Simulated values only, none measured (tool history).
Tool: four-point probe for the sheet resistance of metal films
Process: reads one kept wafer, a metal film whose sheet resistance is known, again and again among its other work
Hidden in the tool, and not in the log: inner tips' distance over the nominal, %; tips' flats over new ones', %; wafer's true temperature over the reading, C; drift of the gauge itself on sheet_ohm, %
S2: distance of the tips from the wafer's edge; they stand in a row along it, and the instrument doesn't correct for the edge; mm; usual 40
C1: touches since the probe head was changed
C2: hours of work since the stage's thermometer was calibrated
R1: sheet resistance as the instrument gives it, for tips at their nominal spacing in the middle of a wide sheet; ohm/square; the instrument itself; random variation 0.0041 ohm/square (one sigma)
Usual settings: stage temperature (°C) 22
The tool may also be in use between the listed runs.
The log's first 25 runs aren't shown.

Run 26, day 24.329: usual settings but stage temperature (°C) 34, S2 6 mm; C1 149592; C2 1211. Result: R1 21.145629 ohm/square.
Run 27, day 24.971: usual settings but stage temperature (°C) 18, S2 4 mm; C1 150429; C2 1221. Result: R1 21.605236 ohm/square.
Run 28, day 26.25: usual settings but stage temperature (°C) 18, S2 4 mm; C1 152095; C2 1240. Result: R1 21.611078 ohm/square.
Run 29, day 27.225: usual settings but stage temperature (°C) 18, S2 4 mm; C1 153370; C2 1256. Result: R1 21.622067 ohm/square.
Run 30, day 28.079: usual settings but stage temperature (°C) 18, S2 4 mm; C1 154480; C2 1269. Result: R1 21.617428 ohm/square.
Run 31, day 28.854: usual settings but S2 57 mm; C1 155494; C2 1281. Result: R1 20.593127 ohm/square.
Run 32, day 29.621: usual settings but stage temperature (°C) 27, S2 6 mm; C1 156494; C2 1293. Result: R1 21.115907 ohm/square.
Run 33, day 30.312: usual settings but stage temperature (°C) 25, S2 5 mm; C1 157395; C2 1303. Result: R1 21.303414 ohm/square.
Run 34, day 31.442: usual settings but stage temperature (°C) 25, S2 5 mm; C1 158871; C2 1321. Result: R1 21.310371 ohm/square.
Run 35, day 32.775: usual settings but stage temperature (°C) 31, S2 18 mm; C1 160608; C2 1342. Result: R1 20.713963 ohm/square.
Run 36, day 33.85: usual settings but S2 17 mm; C1 162011; C2 1358. Result: R1 20.661863 ohm/square.
Run 37, day 34.462: usual settings but stage temperature (°C) 31, S2 30 mm; C1 162813; C2 1368. Result: R1 20.685565 ohm/square.
At day 34.817: new probe head fitted.
Run 38, day 35.592: usual settings but stage temperature (°C) 31, S2 30 mm; C1 1015; C2 1385. Result: R1 20.428174 ohm/square.
Run 39, day 36.804: usual settings but S2 5 mm; C1 2593; C2 1404. Result: R1 21.033861 ohm/square.
Run 40, day 37.888: usual settings but S2 5 mm; C1 4008; C2 1420. Result: R1 21.038778 ohm/square.
Run 41, day 39.354: usual settings but stage temperature (°C) 34, S2 6 mm; C1 5921; C2 1443. Result: R1 20.92495 ohm/square.
Run 42, day 40.212: usual settings but stage temperature (°C) 23, S2 38 mm; C1 7043; C2 1456. Result: R1 20.392364 ohm/square.
Run 43, day 41.225: usual settings but stage temperature (°C) 32, S2 44 mm; C1 8361; C2 1472. Result: R1 20.443402 ohm/square.

5 ways to go on from here, each from the tool as it stands after run 43. What would each give?
Run A, day 41.838: usual settings but stage temperature (°C) 32, S2 11 mm; C1 9160; C2 1482. Result: R1 ?.
Run B, day 41.838: usual settings but stage temperature (°C) 32, S2 25 mm; C1 9160; C2 1482. Result: R1 ?.
Run C, day 41.838: usual settings but stage temperature (°C) 31, S2 16 mm; C1 9160; C2 1482. Result: R1 ?.
Run D, day 41.838: usual settings but stage temperature (°C) 18, S2 75 mm; C1 9160; C2 1482. Result: R1 ?.
Run E, day 41.838: usual settings but S2 4 mm; C1 9160; C2 1482. Result: R1 ?.

run         R1
  A  20.587348
  B  20.465757
  C  20.503109
  D  20.344813
  E  21.405995
Without the tool's hidden state the same runs would have given:
run         R1
  A  20.501632
  B  20.380525
  C  20.417604
  D  20.258239
  E    21.3157

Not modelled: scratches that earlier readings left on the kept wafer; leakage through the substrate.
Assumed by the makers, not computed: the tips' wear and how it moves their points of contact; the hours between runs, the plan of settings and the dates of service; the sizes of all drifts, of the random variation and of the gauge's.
